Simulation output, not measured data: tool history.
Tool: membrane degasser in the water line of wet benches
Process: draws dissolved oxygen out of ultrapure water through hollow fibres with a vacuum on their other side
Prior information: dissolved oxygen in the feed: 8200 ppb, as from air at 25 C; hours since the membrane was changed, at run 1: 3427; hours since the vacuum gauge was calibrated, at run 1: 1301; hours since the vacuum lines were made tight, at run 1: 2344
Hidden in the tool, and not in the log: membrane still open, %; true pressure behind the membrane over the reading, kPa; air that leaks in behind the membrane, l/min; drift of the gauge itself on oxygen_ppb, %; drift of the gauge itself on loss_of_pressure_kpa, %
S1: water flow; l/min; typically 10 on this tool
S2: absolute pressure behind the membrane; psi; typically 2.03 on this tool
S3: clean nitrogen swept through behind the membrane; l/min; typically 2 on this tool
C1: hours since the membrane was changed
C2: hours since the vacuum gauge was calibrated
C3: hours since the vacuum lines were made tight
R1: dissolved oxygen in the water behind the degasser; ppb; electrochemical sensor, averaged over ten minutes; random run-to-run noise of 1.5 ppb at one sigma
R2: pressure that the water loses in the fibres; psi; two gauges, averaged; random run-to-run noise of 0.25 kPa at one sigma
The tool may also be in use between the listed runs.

run	day	S1	S2	S3	C1	C2	C3	R1	R2
1	0	10	2.03	2	3427	1301	2344	147.5	9.77
2	9.017	10	2.03	2	3643	1517	2561	151.6	9.744
3	17.533	10	2.03	2	3848	1721	2765	147.9	9.755
4	28.871	10	2.03	2	4120	1994	3037	151.6	9.747
5	40.075	10	2.03	2	4389	2262	3306	153.7	9.799
6	48.062	10	2.03	2	4580	2454	3498	152.4	9.854
7	58.396	10	2.03	2	4828	2702	3746	152.8	9.844
8	70.388	10	2.03	2	5116	2990	4034	151.7	9.79
9	81.392	10	2.03	2	5380	3254	4298	154	9.836
10	87.675	10	2.03	2	5531	3405	4448	151.3	9.831
11	94.367	10	3.07	2	5692	3565	4609	241.2	9.839
# day 95.104: vacuum gauge calibrated
12	103.662	7	1.36	1.47	5914	205	4832	79.1	6.881
13	110.388	10	1.32	2	6076	367	4993	93.2	9.893
# day 120.254: vacuum gauge calibrated, once more
14	121.038	10	2.9	5.17	6331	19	5248	100.2	9.778
15	129.725	10	2.9	1.8	6539	227	5457	246.6	9.828
16	138.496	10	2.9	1.8	6750	438	5667	245.8	9.9
17	148.283	10	2.9	1.8	6985	673	5902	247.1	9.877
18	153.667	10	2.9	1.8	7114	802	6031	247.4	9.945
19	162.846	10	2.9	1.8	7334	1022	6252	248.8	9.9

Here are 4 independent what-if runs from the current tool condition. What would each one return?
A	170.962	7	2.9	1.8	7529	1217	6446	?	?
B	170.962	8	4.6	1.23	7529	1217	6446	?	?
C	170.962	7	2.9	2	7529	1217	6446	?	?
D	170.962	9	2.55	4.41	7529	1217	6446	?	?

run	R1	R2
A	168.5	6.963
B	453.4	7.894
C	154.2	6.955
D	85.7	8.879
With no hidden state in the tool, these same runs would have given:
run	R1	R2
A	158.7	6.785
B	432.2	7.691
C	145.1	6.778
D	80.5	8.651
